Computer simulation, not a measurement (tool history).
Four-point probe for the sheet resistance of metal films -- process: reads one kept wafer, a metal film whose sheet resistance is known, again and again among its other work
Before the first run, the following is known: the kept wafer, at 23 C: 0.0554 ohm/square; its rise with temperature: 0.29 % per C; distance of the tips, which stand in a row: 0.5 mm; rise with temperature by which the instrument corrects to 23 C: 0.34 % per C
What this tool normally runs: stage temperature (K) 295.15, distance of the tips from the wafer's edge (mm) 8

run,hour,stage temperature (K),distance of the tips from the wafer's edge (mm),sheet resistance as the instrument gives it (ohm/square)
1,0.0,295.15,8,0.055811
2,11.4,295.15,8,0.055807
3,24.7,295.15,27,0.055680
4,37.3,306.15,8,0.055477
5,56.5,306.15,8,0.055477
6,69.0,295.15,8,0.055787
7,84.8,295.15,13,0.055721
8,98.4,298.15,8,0.055687
9,110.9,295.15,8,0.055794
10,122.8,295.15,21,0.055694
11,139.0,295.15,21,0.055698
12,152.5,295.15,21,0.055677
13,160.9,295.15,6,0.055867
14,176.0,295.15,8,0.055787
15,195.0,295.15,15,0.055705
16,211.4,295.15,38,0.055678
17,223.0,292.15,8,0.055866
18,240.9,292.15,8,0.055861
19,254.9,293.15,8,0.055828
20,266.2,295.15,8,0.055771
21,285.5,295.15,8,0.055762
22,301.9,295.15,8,0.055766
23,315.8,295.15,43,0.055638
24,333.5,295.15,43,0.055635
25,352.6,300.15,33,0.055499
26,364.9,300.15,33,0.055489
27,376.0,298.15,10,0.055608
28,387.1,305.15,8,0.055466
29,397.5,305.15,8,0.055467
30,415.6,298.15,11,0.055604
31,434.2,298.15,11,0.055587
32,444.9,293.15,12,0.055742
33,463.8,294.15,30,0.055649
34,476.3,303.15,3,0.056206
35,484.7,301.15,39,0.055436
36,494.4,303.15,3,0.056184
37,504.9,297.15,19,0.055582
38,513.4,298.15,5,0.055849
39,528.3,296.15,19,0.055591
40,542.8,296.15,5,0.055863
41,556.6,294.15,7,0.055799
42,568.9,293.15,21,0.055682
43,577.4,299.15,18,0.055509
44,585.7,292.15,25,0.055713
45,602.7,292.15,25,0.055706
46,619.2,294.15,30,0.055639

Forecast each of these 3 alternatives for the next run:
A,631.6,306.15,53,?
B,631.6,293.15,66,?
C,631.6,291.15,11,?

run,sheet resistance as the instrument gives it (ohm/square)
A,0.055260
B,0.055678
C,0.055784
With no hidden state in the tool, these same runs would have given:
run,sheet resistance as the instrument gives it (ohm/square)
A,0.055095
B,0.055510
C,0.055615
